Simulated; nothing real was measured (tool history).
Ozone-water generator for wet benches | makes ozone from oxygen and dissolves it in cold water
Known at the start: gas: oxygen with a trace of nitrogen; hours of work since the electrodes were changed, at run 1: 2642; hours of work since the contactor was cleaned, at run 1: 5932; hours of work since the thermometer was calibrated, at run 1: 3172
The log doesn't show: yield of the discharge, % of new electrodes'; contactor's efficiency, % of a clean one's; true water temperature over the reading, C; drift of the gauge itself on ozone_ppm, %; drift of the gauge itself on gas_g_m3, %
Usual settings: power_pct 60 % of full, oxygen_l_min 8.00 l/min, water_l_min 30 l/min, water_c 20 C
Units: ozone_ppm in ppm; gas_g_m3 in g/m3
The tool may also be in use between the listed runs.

run      day  power_pct  oxygen_l_min  water_l_min  water_c  hours of work since the electrodes were changed  hours of work since the contactor was cleaned  hours of work since the thermometer was calibrated  ozone_ppm  gas_g_m3
  1    0.000         60          8.00           30       20                                             2642                                           5932                                                3172       20.0     180.7
  2    6.283         60          8.00           30       20                                             2740                                           6030                                                3270       19.8     180.4
  3    9.821         60          8.00           30       20                                             2796                                           6086                                                3326       19.9     181.1
  4   13.558         60          8.00           30       20                                             2854                                           6145                                                3384       20.1     180.3
  5   18.775         60          8.00           30       20                                             2936                                           6226                                                3466       19.8     181.5
  6   25.071         60          8.00           30       20                                             3035                                           6325                                                3565       20.1     179.3
  7   29.921         60          8.00           30       20                                             3111                                           6401                                                3641       19.8     181.1
  8   33.633         60          8.00           30       20                                             3169                                           6460                                                3699       19.6     179.4
  9   41.492         60          8.79           30       20                                             3293                                           6583                                                3823       19.8     170.7
 10   47.154         60          8.79           30       20                                             3381                                           6672                                                3911       19.6     171.1
      50.362  -- water thermometer calibrated
 11   54.092         60          8.79           30       20                                             3490                                           6780                                                  58       19.8     170.8
 12   58.912         60          8.79           30       20                                             3565                                           6856                                                 134       19.9     170.6
 13   63.962         60          8.79           30       20                                             3645                                           6935                                                 213       19.7     169.9
 14   70.783         60          8.00           30       20                                             3752                                           7042                                                 320       19.7     178.5
 15   76.029         60          8.00           30       20                                             3834                                           7124                                                 403       19.9     178.9
 16   84.408         60          8.00           30       20                                             3965                                           7256                                                 534       19.4     176.9
 17   92.817         60          8.00           30       25                                             4097                                           7388                                                 666       18.1     176.6
 18  101.217         63          8.00           21       20                                             4229                                           7519                                                 798       26.1     180.5
 19  106.792         63          8.00           31       20                                             4317                                           7607                                                 885       19.6     181.4
 20  111.100         60          8.00           30       17                                             4384                                           7674                                                 953       20.4     177.3
 21  117.038         57         10.32           30       22                                             4477                                           7768                                                1046       18.2     151.4
 22  122.038         60          8.00           22       20                                             4556                                           7846                                                1124       24.2     175.7
 23  129.529         60          8.00           22       20                                             4673                                           7964                                                1242       24.3     175.0
 24  137.450         60          8.49           43       17                                             4798                                           8088                                                1366       14.5     171.1
 25  141.575         60          8.49           43       17                                             4862                                           8153                                                1431       14.5     169.7
 26  149.425         85          8.00           30       21                                             4985                                           8276                                                1554       22.2     209.1
 27  154.754         85          8.00           30       21                                             5069                                           8359                                                1638       22.3     206.5
 28  160.238         71          8.00           30       20                                             5155                                           8445                                                1724       20.8     188.6
 29  164.604         67         13.46           30       20                                             5224                                           8514                                                1792       19.9     140.9

Forecast run 30:
 30  171.517         67          4.74           24       20                                             5332                                           8622                                                1901          ?         ?

{"run 30": {"ozone_ppm": 23.7, "gas_g_m3": 239.7}}
Without the tool's hidden state the same run would have given ozone_ppm 26.3 ppm, gas_g_m3 258.7 g/m3.

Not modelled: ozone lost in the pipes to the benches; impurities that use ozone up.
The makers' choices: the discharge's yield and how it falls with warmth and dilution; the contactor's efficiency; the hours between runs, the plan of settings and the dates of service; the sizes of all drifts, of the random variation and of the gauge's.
